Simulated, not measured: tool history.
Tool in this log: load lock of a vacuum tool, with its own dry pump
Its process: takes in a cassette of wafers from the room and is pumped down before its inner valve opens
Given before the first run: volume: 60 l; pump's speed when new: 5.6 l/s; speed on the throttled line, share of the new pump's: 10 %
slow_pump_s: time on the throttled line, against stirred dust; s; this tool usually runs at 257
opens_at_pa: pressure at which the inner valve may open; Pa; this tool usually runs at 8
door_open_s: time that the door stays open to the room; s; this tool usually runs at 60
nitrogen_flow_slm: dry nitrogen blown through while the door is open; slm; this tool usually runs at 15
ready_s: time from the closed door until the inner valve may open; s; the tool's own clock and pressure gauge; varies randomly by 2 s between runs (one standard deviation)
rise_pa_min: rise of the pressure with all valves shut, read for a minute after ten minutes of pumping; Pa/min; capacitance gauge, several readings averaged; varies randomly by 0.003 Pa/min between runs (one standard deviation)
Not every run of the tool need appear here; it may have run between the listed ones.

run    hour  slow_pump_s  opens_at_pa  door_open_s  nitrogen_flow_slm  incoming humidity of the room's air, %  ready_s  rise_pa_min
  1     0.0          257            8           60                 15                                    46.4    331.0        0.187
  2   294.4          257            8           60                 15                                    47.3    333.0        0.192
      401.4  -- door's seal changed, seat wiped
  3   534.7          257            8           60                 15                                    48.1    337.4        0.026
  4   990.6          257            8          113                 15                                    44.4    336.3        0.030
  5  1471.1          257           15           60                 15                                    43.4    330.6        0.024
  6  1937.0          257            8           25                 15                                    47.7    335.0        0.029
  7  2252.4          257            8           25                 15                                    43.6    335.3        0.029
  8  2573.7          257            7           60                 15                                    41.7    336.1        0.043
  9  2971.2          257            7           60                 15                                    46.2    339.1        0.045
 10  3448.6          257            7           60                 15                                    47.6    337.1        0.052
 11  3911.6          257            8           60                 15                                    45.3    339.5        0.052
 12  4136.6          257            8           60                 15                                    44.7    341.4        0.057
 13  4384.9          145            8          163                 15                                    46.0    239.9        0.068
 14  4772.8          257           14           60                  8                                    48.3    331.8        0.077
 15  5234.6          257           14           60                  8                                    45.6    334.6        0.081
 16  5655.0          257           14           60                  8                                    46.3    335.9        0.087
 17  5882.6          257           10           60                 15                                    44.9    336.6        0.090
 18  6367.6          231           13           60                 15                                    46.1    312.5        0.095
 19  6713.9          494            6          125                 15                                    46.1    555.9        0.111
 20  6989.9          257            8          134                 12                                    42.3    342.9        0.113
 21  7308.4          257            8          134                 12                                    44.7    339.8        0.127
 22  7648.5          257            8          134                 12                                    43.0    343.2        0.129
 23  7887.2          302            8          134                 12                                    46.0    379.7        0.140

What if the next run were any one of these 5? Each begins from the tool's condition after run 23:
  A  8088.1          409            6           60                 15                                    45.2        ?            ?
  B  8088.1          302            8           67                 12                                    45.6        ?            ?
  C  8088.1          302            8          134                 32                                    44.2        ?            ?
  D  8088.1          302            9          134                 12                                    43.8        ?            ?
  E  8088.1          334            8           60                 15                                    42.6        ?            ?

run  ready_s  rise_pa_min
  A    485.0        0.132
  B    381.1        0.140
  C    382.5        0.133
  D    377.8        0.143
  E    409.8        0.133
With the hidden condition removed and each run's random variation left untouched, the same runs would have given:
run  ready_s  rise_pa_min
  A    477.6        0.019
  B    372.9        0.026
  C    374.3        0.020
  D    369.8        0.030
  E    402.0        0.018
